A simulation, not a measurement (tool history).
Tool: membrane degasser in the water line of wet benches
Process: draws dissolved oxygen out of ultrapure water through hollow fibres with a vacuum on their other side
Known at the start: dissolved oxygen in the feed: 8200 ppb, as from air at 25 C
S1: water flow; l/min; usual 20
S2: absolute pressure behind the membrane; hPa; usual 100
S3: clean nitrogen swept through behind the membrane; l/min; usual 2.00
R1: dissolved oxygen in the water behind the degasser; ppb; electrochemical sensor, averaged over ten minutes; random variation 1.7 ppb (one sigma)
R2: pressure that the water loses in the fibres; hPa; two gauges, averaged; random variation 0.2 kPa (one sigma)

run 1 hour=0.0 | S1=20 S2=100 S3=2.00 | R1=171.6 R2=425.1
run 2 hour=54.9 | S1=20 S2=100 S3=1.37 | R1=232.9 R2=426.8
run 3 hour=83.6 | S1=20 S2=100 S3=1.37 | R1=231.6 R2=429.4
run 4 hour=133.4 | S1=20 S2=100 S3=2.00 | R1=166.5 R2=430.6
run 5 hour=166.5 | S1=20 S2=100 S3=2.00 | R1=167.4 R2=430.4
run 6 hour=207.2 | S1=20 S2=100 S3=2.00 | R1=167.3 R2=426.8
run 7 hour=267.7 | S1=20 S2=100 S3=2.00 | R1=167.4 R2=421.9
run 8 hour=313.6 | S1=20 S2=100 S3=2.00 | R1=167.1 R2=424.1
run 9 hour=357.2 | S1=20 S2=100 S3=2.00 | R1=166.8 R2=427.1
run 10 hour=421.0 | S1=20 S2=100 S3=2.00 | R1=166.1 R2=427.2
run 11 hour=463.3 | S1=20 S2=100 S3=2.00 | R1=170.1 R2=424.6
run 12 hour=527.2 | S1=20 S2=100 S3=2.00 | R1=167.3 R2=425.8
run 13 hour=570.2 | S1=20 S2=100 S3=2.00 | R1=166.1 R2=426.7
run 14 hour=622.6 | S1=20 S2=100 S3=2.00 | R1=165.3 R2=427.6
run 15 hour=679.7 | S1=20 S2=100 S3=4.61 | R1=80.9 R2=426.0
run 16 hour=710.3 | S1=20 S2=100 S3=2.00 | R1=167.9 R2=424.7
run 17 hour=759.6 | S1=20 S2=100 S3=1.10 | R1=281.9 R2=425.4
run 18 hour=788.0 | S1=20 S2=100 S3=1.60 | R1=205.5 R2=428.5
run 19 hour=851.1 | S1=15 S2=100 S3=1.60 | R1=152.9 R2=320.3
run 20 hour=881.7 | S1=15 S2=100 S3=2.00 | R1=122.7 R2=322.7
run 21 hour=916.1 | S1=17 S2=197 S3=2.00 | R1=330.3 R2=361.3
run 22 hour=945.6 | S1=26 S2=119 S3=2.00 | R1=280.5 R2=551.4
run 23 hour=986.8 | S1=18 S2=117 S3=2.00 | R1=183.2 R2=386.4
run 24 hour=1026.4 | S1=20 S2=193 S3=0.86 | R1=758.2 R2=427.3
run 25 hour=1055.2 | S1=20 S2=193 S3=0.86 | R1=741.6 R2=424.5
run 26 hour=1112.4 | S1=14 S2=63 S3=1.36 | R1=76.6 R2=301.0
run 27 hour=1154.6 | S1=14 S2=63 S3=1.36 | R1=77.4 R2=298.1
run 28 hour=1201.2 | S1=14 S2=225 S3=1.27 | R1=471.4 R2=299.4
run 29 hour=1264.4 | S1=13 S2=100 S3=2.90 | R1=75.5 R2=274.8
run 30 hour=1301.8 | S1=15 S2=61 S3=2.69 | R1=43.3 R2=323.1
run 31 hour=1366.6 | S1=15 S2=61 S3=2.69 | R1=41.8 R2=323.2

Not shown: 1 entry that the log had between the listed runs. Between which runs, and how does the tool's hidden state differ before and after?
Between runs 6 and 7: vacuum gauge calibrated (hour 232.2)
  true pressure behind the membrane over the reading, kPa: 0.02 -> 0

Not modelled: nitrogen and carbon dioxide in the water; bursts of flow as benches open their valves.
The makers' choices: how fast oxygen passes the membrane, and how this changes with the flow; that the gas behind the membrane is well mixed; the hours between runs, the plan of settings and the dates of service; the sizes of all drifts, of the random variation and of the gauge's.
